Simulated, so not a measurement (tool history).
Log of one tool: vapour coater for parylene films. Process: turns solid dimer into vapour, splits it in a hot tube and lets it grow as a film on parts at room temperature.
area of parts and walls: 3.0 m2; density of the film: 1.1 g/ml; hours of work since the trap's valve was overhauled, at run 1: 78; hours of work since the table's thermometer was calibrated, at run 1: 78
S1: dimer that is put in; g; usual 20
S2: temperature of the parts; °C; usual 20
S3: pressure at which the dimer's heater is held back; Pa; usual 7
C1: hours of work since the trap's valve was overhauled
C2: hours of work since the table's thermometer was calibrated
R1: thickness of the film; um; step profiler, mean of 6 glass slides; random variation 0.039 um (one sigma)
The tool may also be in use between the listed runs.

Run 1, hour 0: usual settings; C1 78; C2 78. Result: R1 4.07 um.
Run 2, hour 38.7: usual settings; C1 109; C2 109. Result: R1 4 um.
Run 3, hour 117.1: usual settings but S1 24 g; C1 174; C2 174. Result: R1 4.81 um.
Run 4, hour 158.8: usual settings but S1 24 g; C1 208; C2 208. Result: R1 4.71 um.
Run 5, hour 238.4: usual settings but S1 24 g; C1 274; C2 274. Result: R1 4.65 um.
Run 6, hour 272.1: usual settings but S1 24 g; C1 302; C2 302. Result: R1 4.64 um.
Run 7, hour 349.3: usual settings but S1 24 g, S3 3.85 Pa; C1 365; C2 365. Result: R1 4.9 um.
Run 8, hour 423.3: usual settings but S2 17 °C; C1 426; C2 426. Result: R1 4.03 um.
Run 9, hour 495.3: usual settings; C1 486; C2 486. Result: R1 3.78 um.
At hour 504.2: trap's valve overhauled.
Run 10, hour 555.1: usual settings; C1 42; C2 531. Result: R1 3.54 um.
Run 11, hour 595.6: usual settings; C1 75; C2 565. Result: R1 3.53 um.
Run 12, hour 642.3: usual settings but S1 12 g; C1 114; C2 603. Result: R1 2.1 um.
Run 13, hour 706.7: usual settings but S1 9 g; C1 167; C2 656. Result: R1 1.62 um.
At hour 779.4: trap's valve overhauled, once more.
Run 14, hour 779.4: usual settings but S2 21 °C; C1 0; C2 713. Result: R1 4.04 um.
Run 15, hour 820.7: usual settings but S2 21 °C; C1 34; C2 747. Result: R1 3.94 um.
Run 16, hour 862.3: usual settings; C1 68; C2 781. Result: R1 4.1 um.
Run 17, hour 904.4: usual settings but S3 10.58 Pa; C1 103; C2 816. Result: R1 3.86 um.
Run 18, hour 978.2: usual settings but S3 10.58 Pa; C1 164; C2 877. Result: R1 3.85 um.
Run 19, hour 1017: usual settings but S3 10.58 Pa; C1 196; C2 909. Result: R1 3.88 um.
Run 20, hour 1057.9: usual settings but S1 19 g; C1 229; C2 942. Result: R1 3.71 um.
Run 21, hour 1090.8: usual settings but S1 18 g; C1 256; C2 969. Result: R1 3.55 um.
Run 22, hour 1159.4: usual settings but S2 22 °C; C1 313; C2 1026. Result: R1 3.67 um.
Run 23, hour 1212: usual settings but S2 22 °C; C1 356; C2 1069. Result: R1 3.64 um.
Run 24, hour 1285.1: usual settings but S1 13 g, S2 16 °C; C1 416; C2 1129. Result: R1 2.68 um.
Run 25, hour 1336.5: usual settings but S1 13 g, S2 13 °C; C1 459; C2 1172. Result: R1 2.79 um.
At hour 1380.7: trap's valve overhauled.
Run 26, hour 1383.9: usual settings but S1 13 g, S2 13 °C; C1 3; C2 1208. Result: R1 3.1 um.
Run 27, hour 1449.6: usual settings but S2 13 °C, S3 5.83 Pa; C1 57; C2 1262. Result: R1 4.84 um.
Run 28, hour 1528: usual settings but S1 23 g, S2 25 °C, S3 2.42 Pa; C1 121; C2 1326. Result: R1 4.52 um.
Run 29, hour 1583.9: usual settings but S2 25 °C, S3 2.42 Pa; C1 167; C2 1372. Result: R1 3.81 um.
Run 30, hour 1636.8: usual settings but S1 28 g, S2 30 °C, S3 4.43 Pa; C1 211; C2 1416. Result: R1 4.68 um.
Run 31, hour 1698.3: usual settings but S1 19 g; C1 262; C2 1466. Result: R1 3.72 um.
Run 32, hour 1755.9: usual settings but S3 6.2 Pa; C1 309; C2 1514. Result: R1 3.93 um.
Run 33, hour 1814.9: usual settings but S1 10 g, S3 6.72 Pa; C1 358; C2 1563. Result: R1 1.9 um.
Run 34, hour 1879.5: usual settings but S1 10 g, S3 6.72 Pa; C1 411; C2 1616. Result: R1 1.94 um.
At hour 1899.3: table's thermometer calibrated.
Run 35, hour 1923.5: usual settings but S1 10 g, S3 6.72 Pa; C1 446; C2 20. Result: R1 1.86 um.
At hour 1981.8: trap's valve overhauled.
Run 36, hour 1996.6: usual settings but S1 28 g, S3 6.22 Pa; C1 12; C2 77. Result: R1 5.76 um.
Run 37, hour 2042.3: usual settings but S2 13 °C; C1 50; C2 115. Result: R1 4.82 um.
Run 38, hour 2087.8: usual settings but S2 22 °C, S3 10.22 Pa; C1 87; C2 152. Result: R1 3.74 um.
Run 39, hour 2137.1: usual settings but S1 17 g, S3 8.35 Pa; C1 128; C2 193. Result: R1 3.35 um.
Run 40, hour 2190.3: usual settings but S1 17 g, S3 8.35 Pa; C1 172; C2 236. Result: R1 3.33 um.
Run 41, hour 2266.3: usual settings but S1 9 g, S2 12 °C, S3 4.11 Pa; C1 234; C2 299. Result: R1 2.21 um.
Run 42, hour 2320: usual settings but S1 14 g, S2 25 °C; C1 279; C2 343. Result: R1 2.45 um.
Run 43, hour 2373.2: usual settings but S3 2.8 Pa; C1 322; C2 387. Result: R1 4.12 um.
Run 44, hour 2409.2: usual settings but S3 2.8 Pa; C1 352; C2 417. Result: R1 4.08 um.
Run 45, hour 2465.3: usual settings but S2 25 °C, S3 6.88 Pa; C1 398; C2 463. Result: R1 3.4 um.
Run 46, hour 2542.3: usual settings but S2 25 °C, S3 6.88 Pa; C1 462; C2 526. Result: R1 3.33 um.

Forecast each of these 4 alternatives for the next run:
At hour 2579.8: trap's valve overhauled.
Run A, hour 2583.3: usual settings but S1 25 g, S3 3.25 Pa; C1 3; C2 557. Result: R1 ?.
At hour 2579.8: trap's valve overhauled.
Run B, hour 2583.3: usual settings but S1 13 g, S3 3.09 Pa; C1 3; C2 557. Result: R1 ?.
At hour 2579.8: trap's valve overhauled.
Run C, hour 2583.3: usual settings but S1 35 g, S2 19 °C, S3 7.38 Pa; C1 3; C2 557. Result: R1 ?.
At hour 2579.8: trap's valve overhauled.
Run D, hour 2583.3: usual settings but S1 17 g, S2 19 °C, S3 2.61 Pa; C1 3; C2 557. Result: R1 ?.

run    R1
  A  5.49
  B  2.87
  C  7.38
  D  3.91
Without the tool's hidden state the same runs would have given:
run    R1
  A  5.49
  B  2.87
  C  7.38
  D  3.91
